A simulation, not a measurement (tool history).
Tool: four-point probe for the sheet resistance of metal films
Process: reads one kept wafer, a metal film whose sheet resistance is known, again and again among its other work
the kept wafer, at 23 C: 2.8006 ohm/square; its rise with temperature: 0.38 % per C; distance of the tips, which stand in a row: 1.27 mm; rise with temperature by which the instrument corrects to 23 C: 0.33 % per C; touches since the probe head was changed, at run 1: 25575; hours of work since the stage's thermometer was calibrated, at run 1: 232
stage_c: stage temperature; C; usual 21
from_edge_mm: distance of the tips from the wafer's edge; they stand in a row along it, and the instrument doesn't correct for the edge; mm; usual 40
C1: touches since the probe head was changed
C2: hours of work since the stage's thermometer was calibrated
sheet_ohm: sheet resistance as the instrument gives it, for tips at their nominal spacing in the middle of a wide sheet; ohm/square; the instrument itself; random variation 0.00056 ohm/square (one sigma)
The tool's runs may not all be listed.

{"run": 1, "day": 0.0, "stage_c": 21, "from_edge_mm": 40, "C1": 25575, "C2": 232, "sheet_ohm": 2.795902}
{"run": 2, "day": 1.675, "stage_c": 21, "from_edge_mm": 4, "C1": 27700, "C2": 264, "sheet_ohm": 2.937638}
{"run": 3, "day": 3.942, "stage_c": 21, "from_edge_mm": 4, "C1": 30576, "C2": 306, "sheet_ohm": 2.9379}
{"run": 4, "day": 5.792, "stage_c": 21, "from_edge_mm": 4, "C1": 32922, "C2": 341, "sheet_ohm": 2.938697}
{"run": 5, "day": 8.325, "stage_c": 21, "from_edge_mm": 4, "C1": 36135, "C2": 388, "sheet_ohm": 2.937976}
{"run": 6, "day": 9.546, "stage_c": 21, "from_edge_mm": 4, "C1": 37685, "C2": 411, "sheet_ohm": 2.939092}
{"run": 7, "day": 12.312, "stage_c": 21, "from_edge_mm": 4, "C1": 41191, "C2": 463, "sheet_ohm": 2.939554}
{"run": 8, "day": 14.317, "stage_c": 21, "from_edge_mm": 4, "C1": 43738, "C2": 500, "sheet_ohm": 2.939302}
{"run": 9, "day": 16.0, "stage_c": 21, "from_edge_mm": 4, "C1": 45871, "C2": 532, "sheet_ohm": 2.939598}
{"run": 10, "day": 18.633, "stage_c": 21, "from_edge_mm": 4, "C1": 49213, "C2": 581, "sheet_ohm": 2.941885}
{"run": 11, "day": 20.967, "stage_c": 21, "from_edge_mm": 40, "C1": 52170, "C2": 625, "sheet_ohm": 2.79972}
{"run": 12, "day": 22.95, "stage_c": 33, "from_edge_mm": 40, "C1": 54687, "C2": 662, "sheet_ohm": 2.816489}
{"run": 13, "day": 24.717, "stage_c": 33, "from_edge_mm": 40, "C1": 56930, "C2": 695, "sheet_ohm": 2.815701}
{"run": 14, "day": 27.504, "stage_c": 33, "from_edge_mm": 40, "C1": 60463, "C2": 747, "sheet_ohm": 2.816753}
{"run": 15, "day": 30.046, "stage_c": 33, "from_edge_mm": 40, "C1": 63688, "C2": 795, "sheet_ohm": 2.817605}
{"run": 16, "day": 31.608, "stage_c": 33, "from_edge_mm": 40, "C1": 65672, "C2": 824, "sheet_ohm": 2.817295}
{"run": 17, "day": 33.892, "stage_c": 33, "from_edge_mm": 40, "C1": 68568, "C2": 867, "sheet_ohm": 2.818355}
{"run": 18, "day": 35.979, "stage_c": 28, "from_edge_mm": 40, "C1": 71216, "C2": 906, "sheet_ohm": 2.811897}
{"run": 19, "day": 37.758, "stage_c": 19, "from_edge_mm": 7, "C1": 73472, "C2": 940, "sheet_ohm": 2.848252}
{"run": 20, "day": 39.971, "stage_c": 19, "from_edge_mm": 7, "C1": 76281, "C2": 981, "sheet_ohm": 2.846835}
{"run": 21, "day": 42.092, "stage_c": 21, "from_edge_mm": 9, "C1": 78968, "C2": 1021, "sheet_ohm": 2.831006}
{"run": 22, "day": 44.621, "stage_c": 27, "from_edge_mm": 4, "C1": 82177, "C2": 1068, "sheet_ohm": 2.956151}
{"run": 23, "day": 45.9, "stage_c": 27, "from_edge_mm": 4, "C1": 83803, "C2": 1092, "sheet_ohm": 2.955802}
{"run": 24, "day": 48.125, "stage_c": 30, "from_edge_mm": 5, "C1": 86623, "C2": 1134, "sheet_ohm": 2.909681}
{"run": 25, "day": 50.05, "stage_c": 30, "from_edge_mm": 5, "C1": 89065, "C2": 1170, "sheet_ohm": 2.910219}
{"run": 26, "day": 51.554, "stage_c": 30, "from_edge_mm": 5, "C1": 90973, "C2": 1198, "sheet_ohm": 2.910462}
{"run": 27, "day": 54.167, "stage_c": 25, "from_edge_mm": 65, "C1": 94288, "C2": 1247, "sheet_ohm": 2.810623}
{"run": 28, "day": 55.367, "stage_c": 25, "from_edge_mm": 65, "C1": 95811, "C2": 1270, "sheet_ohm": 2.81184}
{"run": 29, "day": 56.742, "stage_c": 27, "from_edge_mm": 3, "C1": 97554, "C2": 1295, "sheet_ohm": 3.058981}
{"run": 30, "day": 59.45, "stage_c": 21, "from_edge_mm": 5, "C1": 100991, "C2": 1346, "sheet_ohm": 2.898916}
{"run": 31, "day": 61.617, "stage_c": 22, "from_edge_mm": 3, "C1": 103738, "C2": 1387, "sheet_ohm": 3.05311}

Forecast each of these 4 alternatives for the next run:
{"run": "A", "day": 64.425, "stage_c": 18, "from_edge_mm": 20, "C1": 107299, "C2": 1439, "sheet_ohm": "?"}
{"run": "B", "day": 64.425, "stage_c": 18, "from_edge_mm": 18, "C1": 107299, "C2": 1439, "sheet_ohm": "?"}
{"run": "C", "day": 64.425, "stage_c": 33, "from_edge_mm": 40, "C1": 107299, "C2": 1439, "sheet_ohm": "?"}
{"run": "D", "day": 64.425, "stage_c": 21, "from_edge_mm": 11, "C1": 107299, "C2": 1439, "sheet_ohm": "?"}

run=A sheet_ohm=2.807685
run=B sheet_ohm=2.81023
run=C sheet_ohm=2.82452
run=D sheet_ohm=2.826332
Without the tool's hidden state the same runs would have given:
run=A sheet_ohm=2.799256
run=B sheet_ohm=2.801794
run=C sheet_ohm=2.815891
run=D sheet_ohm=2.817821
